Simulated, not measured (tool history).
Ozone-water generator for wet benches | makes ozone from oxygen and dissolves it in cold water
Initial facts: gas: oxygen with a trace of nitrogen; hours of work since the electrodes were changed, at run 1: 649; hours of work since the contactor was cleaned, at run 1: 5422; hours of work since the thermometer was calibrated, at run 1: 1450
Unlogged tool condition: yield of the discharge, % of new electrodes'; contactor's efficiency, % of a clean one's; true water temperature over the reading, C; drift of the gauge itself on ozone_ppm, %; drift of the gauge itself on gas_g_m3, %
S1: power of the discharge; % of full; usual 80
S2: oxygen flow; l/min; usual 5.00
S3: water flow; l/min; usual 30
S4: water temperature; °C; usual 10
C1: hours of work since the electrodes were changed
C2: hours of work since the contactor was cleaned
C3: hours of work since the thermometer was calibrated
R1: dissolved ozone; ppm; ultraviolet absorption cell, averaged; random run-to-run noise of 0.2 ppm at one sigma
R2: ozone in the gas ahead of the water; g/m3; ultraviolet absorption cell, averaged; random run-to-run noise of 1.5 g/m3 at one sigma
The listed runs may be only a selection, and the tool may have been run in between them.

Run 1, hour 0.0: usual settings; C1 649; C2 5422; C3 1450. Result: R1 28.0 ppm, R2 291.2 g/m3.
Run 2, hour 23.6: usual settings; C1 665; C2 5437; C3 1465. Result: R1 27.8 ppm, R2 290.9 g/m3.
Run 3, hour 42.4: usual settings; C1 677; C2 5450; C3 1478. Result: R1 28.3 ppm, R2 289.7 g/m3.
Run 4, hour 74.8: usual settings but S2 5.80 l/min; C1 699; C2 5472; C3 1499. Result: R1 28.9 ppm, R2 269.0 g/m3.
Run 5, hour 110.1: usual settings but S2 5.80 l/min, S4 15 °C; C1 722; C2 5495; C3 1523. Result: R1 27.5 ppm, R2 264.3 g/m3.
Run 6, hour 130.4: usual settings but S2 5.80 l/min, S4 15 °C; C1 736; C2 5509; C3 1536. Result: R1 27.1 ppm, R2 265.1 g/m3.
Run 7, hour 158.9: usual settings but S2 5.80 l/min, S4 15 °C; C1 755; C2 5528; C3 1555. Result: R1 27.2 ppm, R2 266.9 g/m3.
Run 8, hour 182.5: usual settings but S2 5.80 l/min, S4 15 °C; C1 770; C2 5543; C3 1571. Result: R1 27.3 ppm, R2 264.7 g/m3.
Run 9, hour 200.3: usual settings but S4 13 °C; C1 782; C2 5555; C3 1583. Result: R1 27.2 ppm, R2 289.4 g/m3.
Run 10, hour 230.7: usual settings but S4 7 °C; C1 802; C2 5575; C3 1603. Result: R1 28.8 ppm, R2 287.0 g/m3.
Run 11, hour 266.1: usual settings but S4 7 °C; C1 826; C2 5599; C3 1627. Result: R1 28.6 ppm, R2 287.0 g/m3.
Run 12, hour 301.1: usual settings but S4 7 °C; C1 849; C2 5622; C3 1650. Result: R1 28.8 ppm, R2 285.8 g/m3.
Run 13, hour 316.5: usual settings but S4 12 °C; C1 859; C2 5632; C3 1660. Result: R1 27.3 ppm, R2 285.2 g/m3.
Run 14, hour 350.3: usual settings but S2 4.93 l/min; C1 882; C2 5655; C3 1683. Result: R1 27.9 ppm, R2 287.0 g/m3.
Run 15, hour 381.6: usual settings but S2 4.93 l/min; C1 903; C2 5676; C3 1704. Result: R1 28.0 ppm, R2 289.0 g/m3.
Run 16, hour 412.6: usual settings but S2 4.93 l/min; C1 923; C2 5696; C3 1724. Result: R1 27.9 ppm, R2 286.9 g/m3.
Run 17, hour 442.2: usual settings but S1 48 % of full, S2 5.26 l/min, S3 39 l/min; C1 943; C2 5716; C3 1744. Result: R1 15.7 ppm, R2 202.6 g/m3.

What will run 18 give?
Run 18, hour 468.5: usual settings but S1 54 % of full, S4 12 °C; C1 961; C2 5734; C3 1761. Result: R1 ?, R2 ?.

{"run 18": {"R1": 21.3, "R2": 223.2}}
On a tool with no hidden condition, and with the same random variation, this run would have come out at R1 21.3 ppm, R2 228.8 g/m3.
